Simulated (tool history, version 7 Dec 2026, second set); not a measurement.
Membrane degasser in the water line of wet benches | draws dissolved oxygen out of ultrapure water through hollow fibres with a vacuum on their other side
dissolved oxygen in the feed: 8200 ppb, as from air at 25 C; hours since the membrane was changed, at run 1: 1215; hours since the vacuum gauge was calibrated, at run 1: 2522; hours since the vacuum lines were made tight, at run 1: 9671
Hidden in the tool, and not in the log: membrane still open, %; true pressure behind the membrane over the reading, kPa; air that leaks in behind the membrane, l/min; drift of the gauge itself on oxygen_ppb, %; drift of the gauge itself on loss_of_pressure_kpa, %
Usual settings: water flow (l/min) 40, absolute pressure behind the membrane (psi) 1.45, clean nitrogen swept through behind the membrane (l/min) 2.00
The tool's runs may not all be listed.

run	day	water flow (l/min)	absolute pressure behind the membrane (psi)	clean nitrogen swept through behind the membrane (l/min)	hours since the membrane was changed	hours since the vacuum gauge was calibrated	hours since the vacuum lines were made tight	dissolved oxygen in the water behind the degasser (ppb)	pressure that the water loses in the fibres (psi)
1	0.000	40	1.45	2.00	1215	2522	9671	303.0	6.734
2	1.679	40	1.45	2.00	1255	2562	9712	306.0	6.743
3	4.567	40	1.45	2.00	1325	2631	9781	305.1	6.728
4	6.804	40	1.45	2.00	1378	2685	9835	304.7	6.693
5	8.742	40	1.45	2.00	1425	2732	9881	305.9	6.725
6	11.246	40	1.45	2.00	1485	2792	9941	302.9	6.702
7	13.471	40	1.45	2.00	1538	2845	9995	307.5	6.715
8	16.358	40	1.45	2.00	1608	2914	10064	303.7	6.753
9	17.792	40	1.45	2.00	1642	2949	10098	303.7	6.727
10	20.638	40	1.45	2.00	1710	3017	10167	305.7	6.734
11	23.446	40	1.45	2.00	1778	3084	10234	305.6	6.682
12	25.671	40	1.57	1.23	1831	3138	10288	501.4	6.709
13	27.058	29	1.57	5.63	1864	3171	10321	99.2	4.892
14	29.138	54	1.84	2.00	1914	3221	10371	542.2	9.130
15	31.833	54	1.19	2.00	1979	3286	10435	303.8	9.179
16	33.629	59	2.96	2.00	2022	3329	10479	989.7	9.960
# day 33.796: vacuum gauge calibrated
17	35.338	38	1.77	1.54	2063	37	10519	471.3	6.438
18	37.992	38	1.77	1.54	2126	101	10583	470.1	6.438
19	40.379	38	1.77	1.54	2184	158	10640	473.1	6.414
20	41.754	38	1.77	1.54	2217	191	10673	474.5	6.425
21	44.629	59	1.13	1.54	2286	260	10742	375.5	10.028
# day 45.612: vacuum gauge calibrated, once more
22	47.608	59	1.13	1.54	2357	48	10813	372.6	9.976

3 ways to go on from here, each from the tool as it stands after run 22. What would each give?
A	49.929	52	1.45	1.78	2412	104	10869	?	?
B	49.929	36	2.96	1.14	2412	104	10869	?	?
C	49.929	40	1.78	5.00	2412	104	10869	?	?

run	dissolved oxygen in the water behind the degasser (ppb)	pressure that the water loses in the fibres (psi)
A	425.4	8.797
B	1022.3	6.050
C	183.2	6.728
Without the tool's hidden state the same runs would have given:
run	dissolved oxygen in the water behind the degasser (ppb)	pressure that the water loses in the fibres (psi)
A	418.7	8.670
B	1012.9	5.964
C	179.0	6.633
